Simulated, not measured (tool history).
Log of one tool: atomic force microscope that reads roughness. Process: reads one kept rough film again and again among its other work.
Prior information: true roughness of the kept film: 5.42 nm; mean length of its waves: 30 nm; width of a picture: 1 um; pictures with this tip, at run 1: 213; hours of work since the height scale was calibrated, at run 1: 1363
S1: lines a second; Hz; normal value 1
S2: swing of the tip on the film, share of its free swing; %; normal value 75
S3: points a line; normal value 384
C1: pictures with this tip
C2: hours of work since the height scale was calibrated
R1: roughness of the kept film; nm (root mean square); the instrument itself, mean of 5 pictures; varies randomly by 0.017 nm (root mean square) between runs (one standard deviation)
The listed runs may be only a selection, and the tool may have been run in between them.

run 1 hour=0 | S1=1 S2=75 S3=384 | C1=213 C2=1363 | R1=4.148
-- hour=11.8 new tip fitted
run 2 hour=32.2 | S1=1 S2=75 S3=384 | C1=39 C2=1382 | R1=4.17
run 3 hour=83.8 | S1=1 S2=75 S3=384 | C1=135 C2=1412 | R1=4.148
run 4 hour=122.8 | S1=1 S2=75 S3=384 | C1=209 C2=1434 | R1=4.142
-- hour=133.6 new tip fitted
run 5 hour=189.4 | S1=1 S2=75 S3=384 | C1=104 C2=1472 | R1=4.199
-- hour=258.3 new tip fitted
run 6 hour=258.3 | S1=1 S2=75 S3=384 | C1=0 C2=1512 | R1=4.184
run 7 hour=314.5 | S1=1 S2=75 S3=349 | C1=106 C2=1544 | R1=4.187
-- hour=327.5 height scale calibrated on a step standard
run 8 hour=374.3 | S1=1 S2=75 S3=349 | C1=216 C2=27 | R1=4.102
-- hour=383.6 new tip fitted
run 9 hour=414.3 | S1=1 S2=75 S3=726 | C1=58 C2=50 | R1=4.179
run 10 hour=479.8 | S1=0.63 S2=75 S3=384 | C1=181 C2=88 | R1=4.228
-- hour=506.5 new tip fitted
run 11 hour=518.4 | S1=3.45 S2=75 S3=384 | C1=22 C2=110 | R1=3.817
run 12 hour=555 | S1=3.45 S2=75 S3=384 | C1=91 C2=131 | R1=3.856
run 13 hour=623.1 | S1=3.45 S2=75 S3=384 | C1=218 C2=170 | R1=3.803
-- hour=633.6 new tip fitted
run 14 hour=656.2 | S1=3.45 S2=75 S3=384 | C1=42 C2=189 | R1=3.828
run 15 hour=723 | S1=3.45 S2=75 S3=384 | C1=167 C2=228 | R1=3.808
-- hour=761.2 new tip fitted
run 16 hour=781.8 | S1=1 S2=75 S3=384 | C1=39 C2=262 | R1=4.167
run 17 hour=815.9 | S1=1 S2=75 S3=384 | C1=103 C2=281 | R1=4.178
-- hour=885.8 new tip fitted
run 18 hour=886.4 | S1=1 S2=75 S3=384 | C1=2 C2=322 | R1=4.19
run 19 hour=938.9 | S1=1 S2=75 S3=384 | C1=100 C2=352 | R1=4.171
-- hour=1007.9 new tip fitted
run 20 hour=1007.9 | S1=1 S2=75 S3=384 | C1=0 C2=392 | R1=4.179
run 21 hour=1057.1 | S1=1 S2=75 S3=384 | C1=92 C2=420 | R1=4.18
run 22 hour=1090.5 | S1=1 S2=75 S3=384 | C1=155 C2=439 | R1=4.181
run 23 hour=1119.5 | S1=1 S2=75 S3=771 | C1=209 C2=456 | R1=4.148
-- hour=1129.4 new tip fitted
run 24 hour=1156.5 | S1=1 S2=75 S3=771 | C1=51 C2=477 | R1=4.2
run 25 hour=1201.3 | S1=1 S2=75 S3=384 | C1=135 C2=503 | R1=4.176
run 26 hour=1232.4 | S1=1 S2=75 S3=384 | C1=193 C2=521 | R1=4.163
-- hour=1253.4 new tip fitted
run 27 hour=1300.5 | S1=1 S2=82 S3=305 | C1=89 C2=560 | R1=4.077
run 28 hour=1346 | S1=1.4 S2=58 S3=594 | C1=174 C2=587 | R1=4.239
-- hour=1376.8 new tip fitted
run 29 hour=1406 | S1=1.4 S2=58 S3=594 | C1=54 C2=621 | R1=4.276
run 30 hour=1436.9 | S1=1.4 S2=58 S3=594 | C1=112 C2=639 | R1=4.264
run 31 hour=1474.4 | S1=0.53 S2=58 S3=337 | C1=182 C2=660 | R1=4.3
-- hour=1499.5 new tip fitted
run 32 hour=1511.2 | S1=3.77 S2=65 S3=732 | C1=22 C2=682 | R1=4.006
run 33 hour=1551.4 | S1=0.78 S2=65 S3=732 | C1=97 C2=705 | R1=4.308
run 34 hour=1602.7 | S1=0.78 S2=65 S3=732 | C1=193 C2=734 | R1=4.268
-- hour=1621.2 new tip fitted
run 35 hour=1636.5 | S1=0.78 S2=65 S3=732 | C1=28 C2=754 | R1=4.237
run 36 hour=1701.4 | S1=0.78 S2=78 S3=510 | C1=150 C2=791 | R1=4.192
-- hour=1745.8 new tip fitted
run 37 hour=1750.3 | S1=0.68 S2=80 S3=308 | C1=9 C2=819 | R1=4.162
run 38 hour=1801.1 | S1=3.5 S2=55 S3=384 | C1=104 C2=849 | R1=4.196
run 39 hour=1864.2 | S1=1.74 S2=60 S3=480 | C1=222 C2=885 | R1=4.209
-- hour=1869.3 new tip fitted
run 40 hour=1925.2 | S1=0.81 S2=75 S3=531 | C1=104 C2=920 | R1=4.203
run 41 hour=1989.6 | S1=1 S2=75 S3=632 | C1=225 C2=957 | R1=4.179
-- hour=1994.7 new tip fitted
run 42 hour=2038.2 | S1=1 S2=75 S3=632 | C1=81 C2=985 | R1=4.19
run 43 hour=2082.8 | S1=1 S2=83 S3=384 | C1=165 C2=1011 | R1=4.117
-- hour=2120.4 new tip fitted
run 44 hour=2129.1 | S1=1.42 S2=75 S3=472 | C1=17 C2=1037 | R1=4.105
run 45 hour=2199.1 | S1=1.42 S2=75 S3=472 | C1=148 C2=1078 | R1=4.085
-- hour=2247.1 new tip fitted
run 46 hour=2252.1 | S1=3.79 S2=75 S3=384 | C1=9 C2=1108 | R1=3.783
run 47 hour=2295.4 | S1=1.14 S2=77 S3=657 | C1=90 C2=1133 | R1=4.152
run 48 hour=2332.6 | S1=3.46 S2=76 S3=390 | C1=160 C2=1155 | R1=3.8
-- hour=2370.6 new tip fitted
run 49 hour=2393.7 | S1=2.38 S2=76 S3=396 | C1=43 C2=1190 | R1=3.97
run 50 hour=2433.1 | S1=3.41 S2=57 S3=956 | C1=117 C2=1212 | R1=4.169

What if the next run were any one of these 5? Each begins from the tool's condition after run 50:
run A hour=2488.4 | S1=3.41 S2=57 S3=580 | C1=221 C2=1244 | R1=?
run B hour=2488.4 | S1=0.65 S2=57 S3=979 | C1=221 C2=1244 | R1=?
run C hour=2488.4 | S1=1 S2=75 S3=396 | C1=221 C2=1244 | R1=?
run D hour=2488.4 | S1=1 S2=75 S3=456 | C1=221 C2=1244 | R1=?
run E hour=2488.4 | S1=1 S2=58 S3=384 | C1=221 C2=1244 | R1=?

run=A R1=4.143
run=B R1=4.297
run=C R1=4.164
run=D R1=4.162
run=E R1=4.271
The same runs, with their run-to-run variation unchanged, on a tool lacking any hidden condition would have given:
run=A R1=4.169
run=B R1=4.324
run=C R1=4.19
run=D R1=4.188
run=E R1=4.298
